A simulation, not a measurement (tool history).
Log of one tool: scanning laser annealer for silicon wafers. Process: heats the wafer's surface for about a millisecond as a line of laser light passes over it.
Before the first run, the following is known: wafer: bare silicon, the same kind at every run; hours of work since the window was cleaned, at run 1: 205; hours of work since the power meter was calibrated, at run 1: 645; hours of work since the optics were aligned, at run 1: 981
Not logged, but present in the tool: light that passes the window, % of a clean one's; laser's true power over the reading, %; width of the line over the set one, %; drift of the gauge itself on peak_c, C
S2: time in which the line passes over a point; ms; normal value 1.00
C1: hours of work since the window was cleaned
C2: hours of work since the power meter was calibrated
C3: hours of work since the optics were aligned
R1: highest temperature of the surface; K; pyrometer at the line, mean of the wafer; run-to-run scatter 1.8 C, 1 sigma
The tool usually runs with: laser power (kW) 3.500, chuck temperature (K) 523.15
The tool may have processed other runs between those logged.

{"run": 1, "hour": 0.0, "laser power (kW)": 3.5, "S2": 1.0, "chuck temperature (K)": 523.15, "C1": 205, "C2": 645, "C3": 981, "R1": 1236.15}
{"run": 2, "hour": 49.6, "laser power (kW)": 3.5, "S2": 1.0, "chuck temperature (K)": 523.15, "C1": 226, "C2": 667, "C3": 1003, "R1": 1235.15}
{"run": 3, "hour": 83.2, "laser power (kW)": 3.5, "S2": 1.0, "chuck temperature (K)": 523.15, "C1": 241, "C2": 682, "C3": 1018, "R1": 1234.15}
{"run": 4, "hour": 118.9, "laser power (kW)": 3.5, "S2": 0.9, "chuck temperature (K)": 523.15, "C1": 257, "C2": 697, "C3": 1033, "R1": 1202.15}
{"run": 5, "hour": 148.5, "laser power (kW)": 3.5, "S2": 1.0, "chuck temperature (K)": 498.15, "C1": 269, "C2": 710, "C3": 1046, "R1": 1204.15}
{"run": 6, "hour": 193.1, "laser power (kW)": 3.5, "S2": 1.0, "chuck temperature (K)": 498.15, "C1": 289, "C2": 730, "C3": 1066, "R1": 1202.15}
{"hour": 202.7, "done": "optics aligned, line set to its width"}
{"run": 7, "hour": 244.6, "laser power (kW)": 3.5, "S2": 1.0, "chuck temperature (K)": 523.15, "C1": 309, "C2": 750, "C3": 18, "R1": 1248.15}
{"run": 8, "hour": 283.8, "laser power (kW)": 3.5, "S2": 1.0, "chuck temperature (K)": 523.15, "C1": 326, "C2": 767, "C3": 35, "R1": 1244.15}
{"run": 9, "hour": 326.8, "laser power (kW)": 3.5, "S2": 1.0, "chuck temperature (K)": 523.15, "C1": 345, "C2": 786, "C3": 54, "R1": 1242.15}
{"run": 10, "hour": 379.6, "laser power (kW)": 3.5, "S2": 1.0, "chuck temperature (K)": 523.15, "C1": 368, "C2": 809, "C3": 77, "R1": 1243.15}
{"run": 11, "hour": 426.8, "laser power (kW)": 3.5, "S2": 0.96, "chuck temperature (K)": 523.15, "C1": 389, "C2": 830, "C3": 98, "R1": 1224.15}
{"run": 12, "hour": 466.1, "laser power (kW)": 3.5, "S2": 0.96, "chuck temperature (K)": 523.15, "C1": 406, "C2": 847, "C3": 115, "R1": 1222.15}
{"run": 13, "hour": 500.1, "laser power (kW)": 3.5, "S2": 0.96, "chuck temperature (K)": 523.15, "C1": 421, "C2": 862, "C3": 130, "R1": 1222.15}
{"hour": 506.5, "done": "laser's power meter calibrated"}
{"run": 14, "hour": 562.3, "laser power (kW)": 3.5, "S2": 0.96, "chuck temperature (K)": 523.15, "C1": 447, "C2": 24, "C3": 156, "R1": 1220.15}
{"hour": 615.1, "done": "window over the wafer cleaned"}
{"run": 15, "hour": 615.1, "laser power (kW)": 3.5, "S2": 0.96, "chuck temperature (K)": 523.15, "C1": 0, "C2": 47, "C3": 178, "R1": 1263.15}
{"run": 16, "hour": 666.8, "laser power (kW)": 3.5, "S2": 0.96, "chuck temperature (K)": 523.15, "C1": 23, "C2": 69, "C3": 201, "R1": 1261.15}
{"run": 17, "hour": 714.4, "laser power (kW)": 3.5, "S2": 0.96, "chuck temperature (K)": 523.15, "C1": 43, "C2": 90, "C3": 222, "R1": 1256.15}
{"run": 18, "hour": 760.3, "laser power (kW)": 3.006, "S2": 1.0, "chuck temperature (K)": 554.15, "C1": 63, "C2": 110, "C3": 242, "R1": 1173.15}
{"run": 19, "hour": 815.5, "laser power (kW)": 3.006, "S2": 1.0, "chuck temperature (K)": 554.15, "C1": 88, "C2": 134, "C3": 266, "R1": 1170.15}
{"run": 20, "hour": 863.2, "laser power (kW)": 3.006, "S2": 0.93, "chuck temperature (K)": 554.15, "C1": 108, "C2": 155, "C3": 287, "R1": 1152.15}
{"hour": 880.2, "done": "laser's power meter calibrated, once more"}
{"run": 21, "hour": 919.7, "laser power (kW)": 3.578, "S2": 0.93, "chuck temperature (K)": 554.15, "C1": 132, "C2": 17, "C3": 310, "R1": 1284.15}
{"run": 22, "hour": 957.0, "laser power (kW)": 3.303, "S2": 0.77, "chuck temperature (K)": 562.15, "C1": 148, "C2": 34, "C3": 326, "R1": 1177.15}
{"run": 23, "hour": 1014.9, "laser power (kW)": 3.16, "S2": 1.0, "chuck temperature (K)": 541.15, "C1": 173, "C2": 59, "C3": 352, "R1": 1184.15}
{"run": 24, "hour": 1074.1, "laser power (kW)": 3.16, "S2": 1.0, "chuck temperature (K)": 541.15, "C1": 199, "C2": 85, "C3": 377, "R1": 1183.15}
{"run": 25, "hour": 1109.1, "laser power (kW)": 3.038, "S2": 1.0, "chuck temperature (K)": 515.15, "C1": 215, "C2": 100, "C3": 393, "R1": 1125.15}

For run 26, what comes out?
{"run": 26, "hour": 1151.6, "laser power (kW)": 3.038, "S2": 1.12, "chuck temperature (K)": 515.15, "C1": 233, "C2": 119, "C3": 411, "R1": "?"}

R1: 1150.15 K
With no hidden state in the tool, this same run would have given R1 1180.15 K.
